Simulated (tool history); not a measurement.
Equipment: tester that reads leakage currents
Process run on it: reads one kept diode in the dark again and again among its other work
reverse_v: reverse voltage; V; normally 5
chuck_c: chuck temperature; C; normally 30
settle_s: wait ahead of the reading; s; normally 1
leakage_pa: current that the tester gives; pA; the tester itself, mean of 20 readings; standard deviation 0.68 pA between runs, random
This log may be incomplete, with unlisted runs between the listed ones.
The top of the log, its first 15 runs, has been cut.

| run | hour | reverse_v | chuck_c | settle_s | leakage_pa |
|---|---|---|---|---|---|
| 16 | 412.8 | 4.98 | 30 | 1 | 245.74 |
| 17 | 437.6 | 4.98 | 30 | 1 | 246.91 |
| 18 | 470.4 | 4.98 | 30 | 1 | 247.69 |
|  | 475.6 | chuck's temperature calibrated |
| 19 | 495.1 | 4.98 | 30 | 1 | 253.24 |
| 20 | 519.5 | 4.98 | 30 | 1 | 252.08 |
| 21 | 550.1 | 5 | 32 | 0.86 | 291.97 |
| 22 | 581.8 | 1.76 | 30 | 2.32 | 159.71 |
| 23 | 605.5 | 12.43 | 21 | 1 | 198.05 |
| 24 | 632 | 8.33 | 30 | 0.81 | 318.34 |
|  | 639.4 | chuck's temperature calibrated, once more |
| 25 | 669.8 | 8.68 | 42 | 7.47 | 675.33 |
| 26 | 703.6 | 8.68 | 42 | 7.47 | 676.38 |
| 27 | 732.7 | 2.93 | 30 | 0.69 | 185.38 |
| 28 | 748.5 | 1.47 | 47 | 1.09 | 430.76 |
| 29 | 781.7 | 1.47 | 47 | 1.09 | 431.89 |
| 30 | 811.5 | 2.51 | 35 | 1.09 | 245.72 |
| 31 | 831.3 | 1.09 | 35 | 1.09 | 171.97 |
| 32 | 866.6 | 4.2 | 44 | 7.5 | 566.35 |
| 33 | 888.7 | 18.12 | 29 | 0.53 | 388.6 |
| 34 | 910.7 | 2.55 | 37 | 4.67 | 284.77 |
| 35 | 930.3 | 5 | 24 | 3.59 | 151.57 |
| 36 | 953.9 | 5 | 24 | 3.59 | 151.31 |
| 37 | 985.2 | 1.04 | 26 | 0.51 | 89.42 |
| 38 | 1021 | 1.04 | 26 | 0.51 | 88.86 |
| 39 | 1040.7 | 5 | 49 | 1 | 844.78 |

4 ways to go on from here, each from the tool as it stands after run 39. What would each give?
| A | 1063.6 | 4.55 | 49 | 1 | ? |
| B | 1063.6 | 7.11 | 49 | 1 | ? |
| C | 1063.6 | 1.67 | 46 | 1.6 | ? |
| D | 1063.6 | 5 | 47 | 4.19 | ? |

| run | leakage_pa |
|---|---|
| A | 806.89 |
| B | 978.05 |
| C | 431.59 |
| D | 744.36 |
What these runs would have given with no unlogged condition in the tool:
| run | leakage_pa |
|---|---|
| A | 778.54 |
| B | 943.42 |
| C | 416.5 |
| D | 717.99 |
